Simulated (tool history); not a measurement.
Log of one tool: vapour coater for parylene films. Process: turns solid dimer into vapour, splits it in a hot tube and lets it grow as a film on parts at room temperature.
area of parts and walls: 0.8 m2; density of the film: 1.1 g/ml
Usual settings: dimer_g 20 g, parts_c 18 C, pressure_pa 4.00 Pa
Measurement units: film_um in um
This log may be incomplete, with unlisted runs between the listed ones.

run 1 hour=0.0 | dimer_g=20 parts_c=18 pressure_pa=4.00 | film_um=18.45
run 2 hour=13.5 | dimer_g=20 parts_c=18 pressure_pa=4.00 | film_um=18.42
run 3 hour=21.1 | dimer_g=20 parts_c=29 pressure_pa=4.00 | film_um=12.20
run 4 hour=36.0 | dimer_g=22 parts_c=18 pressure_pa=4.00 | film_um=20.11
run 5 hour=48.4 | dimer_g=22 parts_c=18 pressure_pa=4.00 | film_um=20.23
run 6 hour=61.1 | dimer_g=22 parts_c=18 pressure_pa=4.00 | film_um=20.14
run 7 hour=75.6 | dimer_g=20 parts_c=18 pressure_pa=4.00 | film_um=18.54
run 8 hour=83.1 | dimer_g=20 parts_c=18 pressure_pa=4.00 | film_um=18.39
run 9 hour=97.1 | dimer_g=20 parts_c=18 pressure_pa=4.00 | film_um=18.42
run 10 hour=111.5 | dimer_g=20 parts_c=18 pressure_pa=4.00 | film_um=18.37
run 11 hour=121.4 | dimer_g=20 parts_c=18 pressure_pa=4.00 | film_um=18.46
run 12 hour=136.1 | dimer_g=20 parts_c=18 pressure_pa=4.00 | film_um=18.35
run 13 hour=149.2 | dimer_g=8 parts_c=14 pressure_pa=3.15 | film_um=8.83
run 14 hour=160.9 | dimer_g=8 parts_c=18 pressure_pa=4.00 | film_um=7.35
run 15 hour=181.4 | dimer_g=26 parts_c=11 pressure_pa=4.00 | film_um=28.29
run 16 hour=197.4 | dimer_g=22 parts_c=16 pressure_pa=2.86 | film_um=22.89
run 17 hour=216.3 | dimer_g=25 parts_c=18 pressure_pa=4.00 | film_um=23.21
run 18 hour=231.0 | dimer_g=25 parts_c=18 pressure_pa=4.00 | film_um=23.15
run 19 hour=246.8 | dimer_g=20 parts_c=18 pressure_pa=3.83 | film_um=18.62
run 20 hour=261.8 | dimer_g=20 parts_c=18 pressure_pa=4.94 | film_um=17.61
run 21 hour=272.3 | dimer_g=11 parts_c=28 pressure_pa=4.11 | film_um=6.89
run 22 hour=279.3 | dimer_g=17 parts_c=14 pressure_pa=2.09 | film_um=18.76
run 23 hour=296.0 | dimer_g=15 parts_c=30 pressure_pa=4.00 | film_um=8.79

Withheld: 2 entries from between the runs. Position of each, and hidden state at the listed run before versus the listed run after:
In the gap between runs 14 and 15: trap's valve overhauled (hour 166.1)
  vapour lost through the trap's worn valve, %: 1.6 -> 2.1
  difference, measured minus the result without the unlogged condition, film_um: -0.12 -> -0.59 um
In the gap between runs 16 and 17: trap's valve overhauled, once more (hour 202.8)
  vapour lost through the trap's worn valve, %: 2.1 -> 1
  difference, measured minus the result without the unlogged condition, film_um: -0.51 -> -0.24 um
